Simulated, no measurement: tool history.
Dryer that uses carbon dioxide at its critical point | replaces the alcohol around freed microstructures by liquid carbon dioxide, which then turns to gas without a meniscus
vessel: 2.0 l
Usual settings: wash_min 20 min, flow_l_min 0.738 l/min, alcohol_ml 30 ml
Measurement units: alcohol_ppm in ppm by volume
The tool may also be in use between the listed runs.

{"run": 1, "hour": 0.0, "wash_min": 20, "flow_l_min": 0.738, "alcohol_ml": 30, "alcohol_ppm": 137}
{"run": 2, "hour": 34.2, "wash_min": 20, "flow_l_min": 0.738, "alcohol_ml": 30, "alcohol_ppm": 134}
{"hour": 78.1, "done": "inlet filter changed"}
{"run": 3, "hour": 86.4, "wash_min": 20, "flow_l_min": 0.576, "alcohol_ml": 30, "alcohol_ppm": 194}
{"run": 4, "hour": 118.7, "wash_min": 20, "flow_l_min": 0.738, "alcohol_ml": 30, "alcohol_ppm": 132}
{"run": 5, "hour": 150.2, "wash_min": 20, "flow_l_min": 0.738, "alcohol_ml": 30, "alcohol_ppm": 133}
{"run": 6, "hour": 219.8, "wash_min": 20, "flow_l_min": 0.738, "alcohol_ml": 30, "alcohol_ppm": 136}
{"hour": 244.2, "done": "purifier's bed changed"}
{"run": 7, "hour": 254.5, "wash_min": 20, "flow_l_min": 0.738, "alcohol_ml": 30, "alcohol_ppm": 32}
{"run": 8, "hour": 308.4, "wash_min": 20, "flow_l_min": 0.738, "alcohol_ml": 30, "alcohol_ppm": 34}
{"run": 9, "hour": 377.7, "wash_min": 20, "flow_l_min": 0.738, "alcohol_ml": 30, "alcohol_ppm": 45}
{"run": 10, "hour": 442.4, "wash_min": 20, "flow_l_min": 0.738, "alcohol_ml": 30, "alcohol_ppm": 43}
{"run": 11, "hour": 511.7, "wash_min": 20, "flow_l_min": 0.738, "alcohol_ml": 30, "alcohol_ppm": 59}
{"run": 12, "hour": 573.6, "wash_min": 20, "flow_l_min": 0.738, "alcohol_ml": 30, "alcohol_ppm": 64}
{"run": 13, "hour": 615.5, "wash_min": 27, "flow_l_min": 0.738, "alcohol_ml": 30, "alcohol_ppm": 47}
{"run": 14, "hour": 657.4, "wash_min": 27, "flow_l_min": 0.738, "alcohol_ml": 30, "alcohol_ppm": 47}
{"run": 15, "hour": 697.6, "wash_min": 27, "flow_l_min": 0.738, "alcohol_ml": 30, "alcohol_ppm": 60}
{"run": 16, "hour": 761.3, "wash_min": 27, "flow_l_min": 0.738, "alcohol_ml": 30, "alcohol_ppm": 61}
{"run": 17, "hour": 798.4, "wash_min": 28, "flow_l_min": 0.585, "alcohol_ml": 95, "alcohol_ppm": 106}
{"hour": 834.9, "done": "inlet filter changed"}
{"run": 18, "hour": 870.2, "wash_min": 28, "flow_l_min": 0.585, "alcohol_ml": 95, "alcohol_ppm": 95}
{"run": 19, "hour": 926.1, "wash_min": 15, "flow_l_min": 0.738, "alcohol_ml": 20, "alcohol_ppm": 140}
{"run": 20, "hour": 990.6, "wash_min": 18, "flow_l_min": 1.112, "alcohol_ml": 63, "alcohol_ppm": 70}
{"run": 21, "hour": 1024.5, "wash_min": 18, "flow_l_min": 1.112, "alcohol_ml": 63, "alcohol_ppm": 89}
{"run": 22, "hour": 1083.9, "wash_min": 18, "flow_l_min": 1.112, "alcohol_ml": 63, "alcohol_ppm": 90}
{"run": 23, "hour": 1146.2, "wash_min": 18, "flow_l_min": 1.112, "alcohol_ml": 63, "alcohol_ppm": 95}
{"run": 24, "hour": 1200.2, "wash_min": 13, "flow_l_min": 0.738, "alcohol_ml": 75, "alcohol_ppm": 697}
{"run": 25, "hour": 1239.3, "wash_min": 20, "flow_l_min": 0.757, "alcohol_ml": 29, "alcohol_ppm": 121}
{"run": 26, "hour": 1272.8, "wash_min": 23, "flow_l_min": 0.526, "alcohol_ml": 30, "alcohol_ppm": 175}
{"run": 27, "hour": 1320.6, "wash_min": 20, "flow_l_min": 0.651, "alcohol_ml": 28, "alcohol_ppm": 158}
{"run": 28, "hour": 1372.9, "wash_min": 20, "flow_l_min": 0.994, "alcohol_ml": 74, "alcohol_ppm": 120}
{"run": 29, "hour": 1404.1, "wash_min": 20, "flow_l_min": 0.994, "alcohol_ml": 74, "alcohol_ppm": 117}

Below are 4 alternative next runs, each starting from the tool's condition after run 29. Predict each:
{"run": "A", "hour": 1468.3, "wash_min": 21, "flow_l_min": 0.994, "alcohol_ml": 45, "alcohol_ppm": "?"}
{"run": "B", "hour": 1468.3, "wash_min": 20, "flow_l_min": 0.568, "alcohol_ml": 91, "alcohol_ppm": "?"}
{"run": "C", "hour": 1468.3, "wash_min": 20, "flow_l_min": 1.186, "alcohol_ml": 74, "alcohol_ppm": "?"}
{"run": "D", "hour": 1468.3, "wash_min": 29, "flow_l_min": 0.551, "alcohol_ml": 74, "alcohol_ppm": "?"}

run=A alcohol_ppm=120
run=B alcohol_ppm=473
run=C alcohol_ppm=129
run=D alcohol_ppm=162
Without the tool's hidden state the same runs would have given:
run=A alcohol_ppm=4
run=B alcohol_ppm=256
run=C alcohol_ppm=10
run=D alcohol_ppm=29
